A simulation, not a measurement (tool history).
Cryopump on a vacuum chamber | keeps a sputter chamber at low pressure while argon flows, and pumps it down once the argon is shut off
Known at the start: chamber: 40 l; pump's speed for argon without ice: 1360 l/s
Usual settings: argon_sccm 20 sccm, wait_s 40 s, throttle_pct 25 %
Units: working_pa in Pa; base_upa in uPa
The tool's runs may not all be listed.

| run | hour | argon_sccm | wait_s | throttle_pct | working_pa | base_upa |
|---|---|---|---|---|---|---|
| 1 | 0.0 | 20 | 40 | 25 | 0.1055 | 2.95 |
| 2 | 37.3 | 20 | 40 | 25 | 0.1045 | 3.08 |
| 3 | 63.8 | 20 | 40 | 25 | 0.1050 | 3.12 |
| 4 | 118.1 | 20 | 40 | 54 | 0.0525 | 3.30 |
| 5 | 166.1 | 26 | 40 | 25 | 0.1395 | 3.31 |
| 6 | 207.2 | 20 | 84 | 25 | 0.1081 | 2.77 |
| 7 | 238.4 | 20 | 40 | 25 | 0.1084 | 3.55 |
|  | 267.3 | pump warmed up, emptied and cooled again |
| 8 | 301.1 | 20 | 40 | 25 | 0.0996 | 2.84 |
| 9 | 343.1 | 20 | 40 | 25 | 0.1011 | 2.92 |
| 10 | 370.3 | 20 | 40 | 25 | 0.1002 | 3.06 |
| 11 | 409.3 | 20 | 40 | 25 | 0.1024 | 3.04 |
| 12 | 440.9 | 20 | 40 | 25 | 0.1012 | 3.21 |
| 13 | 465.4 | 20 | 40 | 19 | 0.1346 | 3.21 |
| 14 | 521.4 | 20 | 40 | 19 | 0.1360 | 3.18 |
| 15 | 549.6 | 20 | 40 | 15 | 0.1704 | 3.29 |
| 16 | 577.6 | 20 | 40 | 15 | 0.1716 | 3.30 |
| 17 | 603.9 | 20 | 40 | 15 | 0.1720 | 3.35 |
| 18 | 661.0 | 8 | 40 | 22 | 0.0475 | 3.42 |
| 19 | 704.8 | 21 | 43 | 20 | 0.1380 | 3.53 |
| 20 | 732.6 | 21 | 43 | 20 | 0.1385 | 3.52 |
| 21 | 783.0 | 20 | 45 | 25 | 0.1082 | 3.68 |
| 22 | 806.7 | 20 | 45 | 25 | 0.1103 | 3.67 |
|  | 816.9 | pump warmed up, emptied and cooled again |
| 23 | 850.9 | 20 | 65 | 25 | 0.1015 | 2.76 |
| 24 | 882.0 | 26 | 43 | 34 | 0.0969 | 3.14 |
| 25 | 915.7 | 26 | 52 | 19 | 0.1727 | 2.94 |
| 26 | 958.1 | 26 | 52 | 19 | 0.1731 | 3.08 |
| 27 | 995.3 | 33 | 52 | 19 | 0.2209 | 3.18 |
| 28 | 1040.3 | 31 | 23 | 25 | 0.1619 | 4.41 |
| 29 | 1087.9 | 28 | 23 | 33 | 0.1118 | 4.46 |
| 30 | 1112.2 | 28 | 23 | 33 | 0.1126 | 4.59 |
| 31 | 1165.3 | 10 | 239 | 19 | 0.0687 | 2.66 |
| 32 | 1201.7 | 10 | 239 | 19 | 0.0689 | 2.85 |
| 33 | 1232.6 | 10 | 239 | 19 | 0.0696 | 2.78 |
| 34 | 1285.1 | 19 | 38 | 20 | 0.1267 | 4.05 |

Forecast each of these 4 alternatives for the next run:
| A | 1341.3 | 19 | 38 | 45 | ? | ? |
| B | 1341.3 | 22 | 122 | 25 | ? | ? |
| C | 1341.3 | 18 | 38 | 20 | ? | ? |
| D | 1341.3 | 22 | 234 | 25 | ? | ? |

| run | working_pa | base_upa |
|---|---|---|
| A | 0.0628 | 4.35 |
| B | 0.1211 | 3.38 |
| C | 0.1215 | 4.15 |
| D | 0.1202 | 3.26 |
Without the tool's hidden state the same runs would have given:
| run | working_pa | base_upa |
|---|---|---|
| A | 0.0532 | 1.54 |
| B | 0.1100 | 0.64 |
| C | 0.1124 | 1.47 |
| D | 0.1092 | 0.42 |
